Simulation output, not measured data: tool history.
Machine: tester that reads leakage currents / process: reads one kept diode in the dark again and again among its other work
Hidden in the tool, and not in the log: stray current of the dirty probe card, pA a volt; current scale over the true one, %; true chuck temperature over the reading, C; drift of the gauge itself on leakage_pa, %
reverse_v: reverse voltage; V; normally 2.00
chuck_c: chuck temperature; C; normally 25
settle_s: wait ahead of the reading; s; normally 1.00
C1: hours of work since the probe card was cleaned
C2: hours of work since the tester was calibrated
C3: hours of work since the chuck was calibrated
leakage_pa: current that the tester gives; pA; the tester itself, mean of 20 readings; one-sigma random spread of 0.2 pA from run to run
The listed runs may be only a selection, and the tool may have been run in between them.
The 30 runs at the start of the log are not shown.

{"run": 31, "day": 26.55, "reverse_v": 2.0, "chuck_c": 25, "settle_s": 0.73, "C1": 1490, "C2": 611, "C3": 475, "leakage_pa": 86.74}
{"run": 32, "day": 27.062, "reverse_v": 2.0, "chuck_c": 25, "settle_s": 0.73, "C1": 1499, "C2": 620, "C3": 485, "leakage_pa": 86.89}
{"run": 33, "day": 27.883, "reverse_v": 9.89, "chuck_c": 33, "settle_s": 0.73, "C1": 1514, "C2": 635, "C3": 500, "leakage_pa": 314.85}
{"run": 34, "day": 28.721, "reverse_v": 9.89, "chuck_c": 47, "settle_s": 7.37, "C1": 1530, "C2": 651, "C3": 516, "leakage_pa": 1066.91}
{"run": 35, "day": 29.875, "reverse_v": 9.89, "chuck_c": 47, "settle_s": 7.37, "C1": 1551, "C2": 672, "C3": 537, "leakage_pa": 1065.09}
{"run": 36, "day": 30.796, "reverse_v": 9.89, "chuck_c": 47, "settle_s": 7.37, "C1": 1568, "C2": 689, "C3": 554, "leakage_pa": 1064.59}
{"run": 37, "day": 31.525, "reverse_v": 9.89, "chuck_c": 47, "settle_s": 7.37, "C1": 1582, "C2": 703, "C3": 567, "leakage_pa": 1060.23}
{"run": 38, "day": 32.233, "reverse_v": 2.0, "chuck_c": 25, "settle_s": 5.18, "C1": 1595, "C2": 716, "C3": 581, "leakage_pa": 85.86}
{"run": 39, "day": 33.508, "reverse_v": 2.0, "chuck_c": 25, "settle_s": 5.18, "C1": 1618, "C2": 739, "C3": 604, "leakage_pa": 85.77}
{"day": 33.688, "done": "chuck's temperature calibrated"}
{"run": 40, "day": 34.221, "reverse_v": 2.0, "chuck_c": 25, "settle_s": 3.8, "C1": 1630, "C2": 751, "C3": 10, "leakage_pa": 90.83}
{"run": 41, "day": 34.871, "reverse_v": 5.25, "chuck_c": 28, "settle_s": 3.8, "C1": 1642, "C2": 763, "C3": 22, "leakage_pa": 166.73}

Predict each of these 3 candidate next runs independently; none follows another, all start after run 41:
{"run": "A", "day": 35.662, "reverse_v": 5.25, "chuck_c": 39, "settle_s": 1.11, "C1": 1657, "C2": 778, "C3": 36, "leakage_pa": "?"}
{"run": "B", "day": 35.662, "reverse_v": 3.35, "chuck_c": 53, "settle_s": 3.8, "C1": 1657, "C2": 778, "C3": 36, "leakage_pa": "?"}
{"run": "C", "day": 35.662, "reverse_v": 3.53, "chuck_c": 35, "settle_s": 6.33, "C1": 1657, "C2": 778, "C3": 36, "leakage_pa": "?"}

run=A leakage_pa=455.09
run=B leakage_pa=1292.49
run=C leakage_pa=278.75
Without the tool's unlogged condition, the same runs would have read:
run=A leakage_pa=454.17
run=B leakage_pa=1296.33
run=C leakage_pa=278.04

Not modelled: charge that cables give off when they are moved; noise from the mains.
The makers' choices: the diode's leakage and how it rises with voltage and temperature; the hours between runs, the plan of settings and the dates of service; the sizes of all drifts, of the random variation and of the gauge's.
